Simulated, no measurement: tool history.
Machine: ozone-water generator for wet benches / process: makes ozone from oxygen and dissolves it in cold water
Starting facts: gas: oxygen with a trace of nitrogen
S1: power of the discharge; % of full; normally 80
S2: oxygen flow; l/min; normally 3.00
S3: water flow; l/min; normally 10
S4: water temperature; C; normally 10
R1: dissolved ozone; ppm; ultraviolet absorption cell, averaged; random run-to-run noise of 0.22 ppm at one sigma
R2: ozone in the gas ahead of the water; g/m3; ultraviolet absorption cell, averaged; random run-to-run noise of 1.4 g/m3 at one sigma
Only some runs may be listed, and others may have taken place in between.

| run | hour | S1 | S2 | S3 | S4 | R1 | R2 |
|---|---|---|---|---|---|---|---|
| 1 | 0.0 | 80 | 3.00 | 10 | 10 | 31.3 | 253.0 |
| 2 | 29.2 | 80 | 3.00 | 10 | 10 | 31.1 | 257.6 |
| 3 | 57.9 | 54 | 3.00 | 10 | 10 | 22.9 | 186.1 |
| 4 | 71.4 | 54 | 3.00 | 10 | 10 | 22.6 | 187.6 |
| 5 | 89.6 | 54 | 3.00 | 10 | 10 | 22.9 | 185.7 |
| 6 | 117.4 | 80 | 3.00 | 10 | 10 | 31.3 | 255.8 |
| 7 | 130.8 | 51 | 3.00 | 10 | 10 | 21.4 | 178.1 |
| 8 | 157.3 | 57 | 3.66 | 10 | 18 | 20.3 | 170.8 |
|  | 163.3 | contactor cleaned |
| 9 | 177.1 | 57 | 3.66 | 10 | 18 | 19.8 | 169.2 |
| 10 | 195.3 | 61 | 2.00 | 10 | 18 | 23.3 | 272.9 |
| 11 | 210.2 | 61 | 2.00 | 10 | 18 | 23.3 | 270.3 |

Here are 3 independent what-if runs from the current tool condition. What would each one return?
| A | 222.6 | 43 | 3.00 | 15 | 10 | ? | ? |
| B | 222.6 | 61 | 2.00 | 10 | 9 | ? | ? |
| C | 222.6 | 80 | 1.68 | 12 | 10 | ? | ? |

| run | R1 | R2 |
|---|---|---|
| A | 13.0 | 156.1 |
| B | 25.4 | 268.2 |
| C | 25.9 | 378.0 |
Had the tool no hidden state, the same runs would have come out as:
| run | R1 | R2 |
|---|---|---|
| A | 13.5 | 157.6 |
| B | 26.4 | 271.9 |
| C | 27.1 | 384.6 |
